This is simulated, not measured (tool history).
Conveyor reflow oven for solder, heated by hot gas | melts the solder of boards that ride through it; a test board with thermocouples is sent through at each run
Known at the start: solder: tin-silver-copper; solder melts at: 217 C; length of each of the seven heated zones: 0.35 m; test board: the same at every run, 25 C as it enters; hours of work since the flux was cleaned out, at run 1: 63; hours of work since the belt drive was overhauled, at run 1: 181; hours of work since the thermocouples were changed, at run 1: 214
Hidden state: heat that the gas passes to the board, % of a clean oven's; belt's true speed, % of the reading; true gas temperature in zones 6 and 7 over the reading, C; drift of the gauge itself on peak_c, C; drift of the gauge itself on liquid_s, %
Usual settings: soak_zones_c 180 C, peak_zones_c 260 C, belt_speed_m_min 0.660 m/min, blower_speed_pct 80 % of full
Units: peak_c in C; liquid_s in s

run   hour  soak_zones_c  peak_zones_c  belt_speed_m_min  blower_speed_pct  hours of work since the flux was cleaned out  hours of work since the belt drive was overhauled  hours of work since the thermocouples were changed  peak_c  liquid_s
  1    0.0           180           260             0.660                80                                            63                                                181                                                 214   249.4      48.9
  2    6.5           180           260             0.660                80                                            67                                                185                                                 218   248.3      49.0
  3   10.4           180           255             0.660                80                                            69                                                188                                                 221   243.6      46.1
  4   16.4           180           255             0.660                80                                            73                                                192                                                 225   244.2      45.5
  5   21.9           180           260             0.556                80                                            77                                                195                                                 228   251.4      61.4
  6   27.1           180           260             0.700                80                                            80                                                198                                                 231   246.8      44.2
  7   33.7           180           251             0.660                80                                            84                                                202                                                 236   238.8      43.0
  8   39.5           180           251             0.660                80                                            88                                                206                                                 239   239.5      43.8
  9   46.6           180           251             0.660                80                                            92                                                211                                                 244   240.4      43.1
 10   51.7           180           251             0.660                80                                            96                                                214                                                 247   240.6      43.3
 11   57.1           180           260             0.660                80                                            99                                                217                                                 250   249.1      48.1
 12   65.8           180           260             0.541                80                                           105                                                223                                                 256   252.4      63.9
 13   70.2           180           260             0.541                80                                           107                                                226                                                 259   252.1      63.4
 14   78.7           180           260             0.541                80                                           113                                                231                                                 264   252.2      64.0
 15   86.5           180           260             0.660                80                                           118                                                236                                                 269   247.0      49.4
 16   95.7           180           260             0.660                80                                           123                                                242                                                 275   247.7      48.5
 17  103.9           180           260             0.660                80                                           129                                                247                                                 280   247.6      48.3
 18  111.5           180           267             0.660                80                                           134                                                252                                                 285   255.6      51.6
 19  120.2           180           267             0.660                80                                           139                                                257                                                 291   254.3      51.4
 20  128.9           180           267             0.660                80                                           145                                                263                                                 296   255.5      51.3
     134.7  -- flux residue cleaned out of gas plates and filters
 21  142.2           173           254             0.781                68                                             5                                                268                                                 301   235.2      27.3
 22  148.0           173           254             0.781                68                                             8                                                272                                                 305   234.8      26.5
 23  155.9           173           254             0.781                68                                            13                                                277                                                 310   233.9      27.1
     165.5  -- flux residue cleaned out of gas plates and filters, once more
 24  168.8           173           254             0.781                68                                             2                                                282                                                 315   235.6      29.4
 25  174.3           184           269             0.689                63                                             6                                                285                                                 319   253.0      50.0
 26  183.8           190           257             0.768                84                                            12                                                291                                                 325   244.7      42.6
 27  188.1           180           257             0.614                84                                            14                                                294                                                 327   248.1      52.7
 28  195.3           180           257             0.614                84                                            19                                                299                                                 332   248.2      53.4
 29  203.4           180           257             0.614                84                                            24                                                304                                                 337   248.1      53.2
 30  213.0           182           254             0.599                59                                            30                                                310                                                 343   242.4      49.9

The same runs without the tool's hidden state, with the same run-to-run variation:
run  peak_c  liquid_s
  1   250.9      49.7
  2   249.9      49.9
  3   245.2      47.2
  4   245.8      46.6
  5   253.0      62.2
  6   248.6      45.2
  7   240.5      44.4
  8   241.3      45.2
  9   242.2      44.6
 10   242.4      44.8
 11   251.0      49.2
 12   254.2      64.9
 13   253.9      64.4
 14   254.1      65.0
 15   249.0      50.7
 16   249.8      49.7
 17   249.8      49.6
 18   257.8      52.6
 19   256.6      52.4
 20   257.8      52.4
 21   238.1      30.1
 22   237.7      29.3
 23   236.8      30.0
 24   237.0      30.5
 25   254.5      50.5
 26   246.2      43.2
 27   249.7      53.5
 28   249.9      54.2
 29   249.8      54.0
 30   244.1      51.0
